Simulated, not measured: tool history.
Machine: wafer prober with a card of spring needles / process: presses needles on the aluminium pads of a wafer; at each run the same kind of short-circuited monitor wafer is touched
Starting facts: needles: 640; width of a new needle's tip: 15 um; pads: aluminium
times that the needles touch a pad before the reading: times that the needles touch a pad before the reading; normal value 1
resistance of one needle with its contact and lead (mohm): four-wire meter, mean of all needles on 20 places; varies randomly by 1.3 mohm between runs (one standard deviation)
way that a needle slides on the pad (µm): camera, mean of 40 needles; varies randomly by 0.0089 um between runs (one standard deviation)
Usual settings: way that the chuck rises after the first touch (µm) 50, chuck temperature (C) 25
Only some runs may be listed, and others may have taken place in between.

run  hour  way that the chuck rises after the first touch (µm)  chuck temperature (C)  times that the needles touch a pad before the reading  resistance of one needle with its contact and lead (mohm)  way that a needle slides on the pad (µm)
  1     0                                                   50                     25                                                      1                                                        107                                     6.436
      1.7  -- tips cleaned on abrasive film
  2   9.3                                                   50                     25                                                      1                                                        102                                     6.434
     10.7  -- tips cleaned on abrasive film
  3  18.6                                                   50                     25                                                      1                                                        107                                     6.414
     20.4  -- tips cleaned on abrasive film
  4  23.6                                                   50                     25                                                      1                                                        106                                     6.418
     29.5  -- tips cleaned on abrasive film
  5  33.9                                                   50                     25                                                      1                                                        104                                     6.404
     38.6  -- tips cleaned on abrasive film
  6    45                                                   50                     25                                                      1                                                        104                                     6.387
     47.8  -- tips cleaned on abrasive film
  7  52.9                                                   50                     25                                                      1                                                        105                                     6.389
     56.8  -- tips cleaned on abrasive film
  8  60.9                                                   58                     25                                                      1                                                        104                                     7.375
     66.3  -- tips cleaned on abrasive film
  9  71.3                                                   50                     35                                                      2                                                        106                                     6.364
     75.6  -- tips cleaned on abrasive film
 10  79.7                                                   69                     94                                                      1                                                        110                                     8.769

Below, each run's measurement less what the same run would have read without the hidden state. Both values contain the same run-to-run variation, but the gauge's scatter may not be the same in both:
Unlogged tool condition in this case: debris on the tips, nm; way that the needles fall short of the set height, um; tips' diameter, um; drift of the gauge itself on contact_mohm, %; drift of the gauge itself on scrub_um, %.
run  way that a needle slides on the pad (µm)
  1                                        +0
  2                                    -0.012
  3                                    -0.023
  4                                    -0.029
  5                                    -0.041
  6                                    -0.055
  7                                    -0.064
  8                                    -0.086
  9                                    -0.086
 10                                    -0.134
For resistance of one needle with its contact and lead (mohm), the value without the hidden state is never more than 1 from the measured value.
